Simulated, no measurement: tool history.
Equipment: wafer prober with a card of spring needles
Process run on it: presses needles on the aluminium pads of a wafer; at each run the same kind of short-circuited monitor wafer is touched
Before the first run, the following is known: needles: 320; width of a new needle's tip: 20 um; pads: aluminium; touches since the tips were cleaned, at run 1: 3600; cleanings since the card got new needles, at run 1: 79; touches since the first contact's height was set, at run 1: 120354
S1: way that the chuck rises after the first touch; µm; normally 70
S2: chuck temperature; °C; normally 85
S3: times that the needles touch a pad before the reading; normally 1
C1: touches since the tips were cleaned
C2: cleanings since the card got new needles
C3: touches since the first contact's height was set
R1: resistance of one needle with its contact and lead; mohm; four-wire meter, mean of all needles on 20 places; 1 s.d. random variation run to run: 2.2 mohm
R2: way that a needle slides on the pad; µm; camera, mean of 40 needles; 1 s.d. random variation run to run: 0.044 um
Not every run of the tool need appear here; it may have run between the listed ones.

run	hour	S1	S2	S3	C1	C2	C3	R1	R2
1	0.0	70	85	1	3600	79	120354	268	12.78
# hour 15.5: tips cleaned on abrasive film
# hour 39.9: tips cleaned on abrasive film
# hour 65.6: tips cleaned on abrasive film
2	66.8	70	85	1	517	82	147867	254	12.68
# hour 90.5: tips cleaned on abrasive film
# hour 114.8: tips cleaned on abrasive film
# hour 124.2: height of the first contact set anew
3	134.3	70	85	2	7915	84	4184	268	13.02
# hour 139.7: tips cleaned on abrasive film
# hour 161.1: tips cleaned on abrasive film
# hour 185.7: tips cleaned on abrasive film
4	188.4	70	85	2	1142	87	26458	252	12.95
# hour 207.7: tips cleaned on abrasive film
# hour 233.0: tips cleaned on abrasive film
5	252.1	70	85	2	7916	89	52737	264	12.87
# hour 257.6: tips cleaned on abrasive film
# hour 281.3: tips cleaned on abrasive film
# hour 307.7: tips cleaned on abrasive film
6	320.9	70	85	1	5463	92	81054	273	12.82
# hour 330.3: tips cleaned on abrasive film
# hour 357.0: tips cleaned on abrasive film
# hour 382.6: tips cleaned on abrasive film
7	389.0	70	85	1	2628	95	109077	262	12.71
# hour 405.0: tips cleaned on abrasive film
# hour 430.2: tips cleaned on abrasive film
# hour 456.9: tips cleaned on abrasive film
8	470.6	70	85	1	5662	98	142731	275	12.72
# hour 481.0: tips cleaned on abrasive film
# hour 505.2: tips cleaned on abrasive film
# hour 531.7: tips cleaned on abrasive film
# hour 541.4: height of the first contact set anew
9	542.9	70	85	1	4481	101	595	271	13.00
# hour 558.5: tips cleaned on abrasive film
# hour 580.5: tips cleaned on abrasive film
# hour 605.7: tips cleaned on abrasive film
10	622.0	70	85	1	6766	104	33217	277	12.92
# hour 627.4: tips cleaned on abrasive film
# hour 648.8: tips cleaned on abrasive film
# hour 675.0: tips cleaned on abrasive film
11	694.4	70	85	1	8032	107	63028	279	12.92
# hour 698.9: tips cleaned on abrasive film
# hour 724.6: tips cleaned on abrasive film
# hour 746.6: tips cleaned on abrasive film
12	746.6	72	85	1	0	110	84513	248	13.17
# hour 772.6: tips cleaned on abrasive film
# hour 797.8: tips cleaned on abrasive film
# hour 823.6: tips cleaned on abrasive film
13	828.2	74	85	1	1885	113	118132	261	13.47
# hour 848.1: tips cleaned on abrasive film
# hour 872.9: tips cleaned on abrasive film
14	883.1	70	27	1	4211	115	140763	262	12.67
# hour 897.5: tips cleaned on abrasive film
# hour 923.9: tips cleaned on abrasive film
# hour 948.7: tips cleaned on abrasive film
15	950.8	89	85	1	853	118	168633	249	16.32
# hour 959.1: height of the first contact set anew
# hour 975.0: tips cleaned on abrasive film
# hour 999.6: tips cleaned on abrasive film
# hour 1025.7: tips cleaned on abrasive film
16	1036.0	89	85	2	4279	121	31687	250	16.49
# hour 1051.3: tips cleaned on abrasive film
# hour 1077.5: tips cleaned on abrasive film
# hour 1103.4: tips cleaned on abrasive film
17	1113.6	89	85	2	4232	124	63678	253	16.44
# hour 1129.6: tips cleaned on abrasive film
# hour 1154.6: tips cleaned on abrasive film
18	1169.3	89	85	2	6049	126	86603	255	16.34
# hour 1180.0: tips cleaned on abrasive film
# hour 1203.7: tips cleaned on abrasive film
19	1206.5	80	85	2	1159	128	101921	247	14.65
# hour 1226.2: tips cleaned on abrasive film
# hour 1251.5: tips cleaned on abrasive film
# hour 1274.4: tips cleaned on abrasive film
20	1274.4	79	85	1	0	131	129899	243	14.45
# hour 1300.0: tips cleaned on abrasive film
# hour 1326.7: tips cleaned on abrasive film
21	1333.5	79	85	1	2797	133	154255	258	14.40
# hour 1349.6: tips cleaned on abrasive film
# hour 1376.3: tips cleaned on abrasive film
# hour 1376.6: height of the first contact set anew
22	1380.3	70	68	2	1541	135	1541	252	13.01
# hour 1401.7: tips cleaned on abrasive film
# hour 1427.1: tips cleaned on abrasive film
# hour 1452.0: tips cleaned on abrasive film
23	1466.9	78	60	3	6176	138	37222	244	14.53
# hour 1476.7: tips cleaned on abrasive film
# hour 1499.8: tips cleaned on abrasive film
# hour 1521.3: tips cleaned on abrasive film
# hour 1547.6: tips cleaned on abrasive film
24	1554.5	78	60	3	2849	142	73309	245	14.31
# hour 1574.3: tips cleaned on abrasive film
# hour 1595.7: tips cleaned on abrasive film
25	1608.2	78	60	3	5178	144	95443	244	14.32
# hour 1619.0: tips cleaned on abrasive film
# hour 1643.5: tips cleaned on abrasive film
# hour 1669.0: tips cleaned on abrasive film
26	1684.4	70	95	1	6398	147	126830	281	12.85
# hour 1694.1: tips cleaned on abrasive film
# hour 1719.4: tips cleaned on abrasive film
# hour 1744.8: tips cleaned on abrasive film
# hour 1768.1: tips cleaned on abrasive film
27	1776.5	70	95	1	3467	151	164765	277	12.72

Alternative continuations, all from the tool just after run 27; predict every row:
# hour 1792.6: tips cleaned on abrasive film
# hour 1792.9: height of the first contact set anew
# hour 1815.3: tips cleaned on abrasive film
# hour 1841.0: tips cleaned on abrasive film
A	1861.9	62	70	1	8612	154	28438	?	?
# hour 1792.6: tips cleaned on abrasive film
# hour 1792.9: height of the first contact set anew
# hour 1815.3: tips cleaned on abrasive film
# hour 1841.0: tips cleaned on abrasive film
B	1861.9	70	123	3	8612	154	28438	?	?
# hour 1792.6: tips cleaned on abrasive film
# hour 1792.9: height of the first contact set anew
# hour 1815.3: tips cleaned on abrasive film
# hour 1841.0: tips cleaned on abrasive film
C	1861.9	69	76	2	8612	154	28438	?	?

run	R1	R2
A	294	11.51
B	268	12.96
C	265	12.78
Had the tool no hidden state, the same runs would have come out as:
run	R1	R2
A	241	11.55
B	251	13.00
C	238	12.82
